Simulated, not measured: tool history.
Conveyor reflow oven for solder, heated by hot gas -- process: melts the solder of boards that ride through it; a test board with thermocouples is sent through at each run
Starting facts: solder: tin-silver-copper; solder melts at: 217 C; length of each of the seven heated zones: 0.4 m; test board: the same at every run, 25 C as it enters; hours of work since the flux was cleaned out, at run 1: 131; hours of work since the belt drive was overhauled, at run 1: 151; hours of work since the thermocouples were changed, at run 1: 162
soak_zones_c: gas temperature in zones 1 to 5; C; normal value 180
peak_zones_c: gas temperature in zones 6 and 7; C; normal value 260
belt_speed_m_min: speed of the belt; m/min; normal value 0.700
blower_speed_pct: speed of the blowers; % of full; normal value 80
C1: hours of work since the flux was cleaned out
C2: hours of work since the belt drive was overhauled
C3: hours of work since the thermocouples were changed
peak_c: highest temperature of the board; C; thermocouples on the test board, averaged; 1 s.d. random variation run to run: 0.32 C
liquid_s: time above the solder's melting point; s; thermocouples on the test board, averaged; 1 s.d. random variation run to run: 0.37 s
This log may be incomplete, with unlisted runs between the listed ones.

{"run": 1, "day": 0.0, "soak_zones_c": 180, "peak_zones_c": 260, "belt_speed_m_min": 0.7, "blower_speed_pct": 80, "C1": 131, "C2": 151, "C3": 162, "peak_c": 244.6, "liquid_s": 48.0}
{"run": 2, "day": 0.467, "soak_zones_c": 180, "peak_zones_c": 260, "belt_speed_m_min": 0.7, "blower_speed_pct": 80, "C1": 137, "C2": 157, "C3": 168, "peak_c": 245.1, "liquid_s": 47.2}
{"run": 3, "day": 0.925, "soak_zones_c": 180, "peak_zones_c": 260, "belt_speed_m_min": 0.7, "blower_speed_pct": 80, "C1": 143, "C2": 163, "C3": 174, "peak_c": 244.3, "liquid_s": 47.3}
{"run": 4, "day": 1.271, "soak_zones_c": 180, "peak_zones_c": 260, "belt_speed_m_min": 0.7, "blower_speed_pct": 80, "C1": 147, "C2": 167, "C3": 178, "peak_c": 244.6, "liquid_s": 47.4}
{"run": 5, "day": 1.542, "soak_zones_c": 180, "peak_zones_c": 271, "belt_speed_m_min": 0.7, "blower_speed_pct": 80, "C1": 150, "C2": 171, "C3": 181, "peak_c": 254.5, "liquid_s": 53.8}
{"run": 6, "day": 1.992, "soak_zones_c": 180, "peak_zones_c": 271, "belt_speed_m_min": 0.7, "blower_speed_pct": 80, "C1": 156, "C2": 176, "C3": 187, "peak_c": 253.8, "liquid_s": 53.9}
{"run": 7, "day": 2.588, "soak_zones_c": 168, "peak_zones_c": 260, "belt_speed_m_min": 0.7, "blower_speed_pct": 80, "C1": 163, "C2": 183, "C3": 194, "peak_c": 242.0, "liquid_s": 41.7}
{"run": 8, "day": 2.983, "soak_zones_c": 168, "peak_zones_c": 260, "belt_speed_m_min": 0.7, "blower_speed_pct": 80, "C1": 168, "C2": 188, "C3": 199, "peak_c": 243.0, "liquid_s": 41.7}
{"run": 9, "day": 3.538, "soak_zones_c": 168, "peak_zones_c": 260, "belt_speed_m_min": 0.7, "blower_speed_pct": 80, "C1": 175, "C2": 195, "C3": 206, "peak_c": 242.9, "liquid_s": 41.8}
{"run": 10, "day": 4.133, "soak_zones_c": 168, "peak_zones_c": 260, "belt_speed_m_min": 0.7, "blower_speed_pct": 80, "C1": 183, "C2": 203, "C3": 213, "peak_c": 242.5, "liquid_s": 42.4}
{"run": 11, "day": 4.425, "soak_zones_c": 168, "peak_zones_c": 269, "belt_speed_m_min": 0.652, "blower_speed_pct": 80, "C1": 186, "C2": 206, "C3": 217, "peak_c": 252.0, "liquid_s": 52.9}
{"run": 12, "day": 4.971, "soak_zones_c": 181, "peak_zones_c": 258, "belt_speed_m_min": 0.7, "blower_speed_pct": 80, "C1": 193, "C2": 213, "C3": 224, "peak_c": 243.2, "liquid_s": 47.4}
{"run": 13, "day": 5.25, "soak_zones_c": 181, "peak_zones_c": 256, "belt_speed_m_min": 0.749, "blower_speed_pct": 80, "C1": 196, "C2": 216, "C3": 227, "peak_c": 240.2, "liquid_s": 39.8}
{"run": 14, "day": 5.729, "soak_zones_c": 180, "peak_zones_c": 274, "belt_speed_m_min": 0.696, "blower_speed_pct": 80, "C1": 202, "C2": 222, "C3": 233, "peak_c": 256.6, "liquid_s": 55.9}
{"run": 15, "day": 6.029, "soak_zones_c": 180, "peak_zones_c": 250, "belt_speed_m_min": 0.569, "blower_speed_pct": 51, "C1": 206, "C2": 226, "C3": 237, "peak_c": 235.2, "liquid_s": 46.4}

4 options for the next run, each taken on its own from the tool as it stands now. Forecast them:
{"run": "A", "day": 6.367, "soak_zones_c": 180, "peak_zones_c": 250, "belt_speed_m_min": 0.569, "blower_speed_pct": 53, "C1": 210, "C2": 230, "C3": 241, "peak_c": "?", "liquid_s": "?"}
{"run": "B", "day": 6.367, "soak_zones_c": 180, "peak_zones_c": 264, "belt_speed_m_min": 0.569, "blower_speed_pct": 56, "C1": 210, "C2": 230, "C3": 241, "peak_c": "?", "liquid_s": "?"}
{"run": "C", "day": 6.367, "soak_zones_c": 172, "peak_zones_c": 248, "belt_speed_m_min": 0.569, "blower_speed_pct": 51, "C1": 210, "C2": 230, "C3": 241, "peak_c": "?", "liquid_s": "?"}
{"run": "D", "day": 6.367, "soak_zones_c": 180, "peak_zones_c": 258, "belt_speed_m_min": 0.569, "blower_speed_pct": 90, "C1": 210, "C2": 230, "C3": 241, "peak_c": "?", "liquid_s": "?"}

run=A peak_c=235.8 liquid_s=47.9
run=B peak_c=248.3 liquid_s=61.7
run=C peak_c=232.0 liquid_s=38.3
run=D peak_c=249.0 liquid_s=65.6
Take away the tool's hidden state, keep each run's random variation, and the runs would have read:
run=A peak_c=235.8 liquid_s=48.0
run=B peak_c=248.4 liquid_s=61.8
run=C peak_c=232.1 liquid_s=38.4
run=D peak_c=249.1 liquid_s=65.6
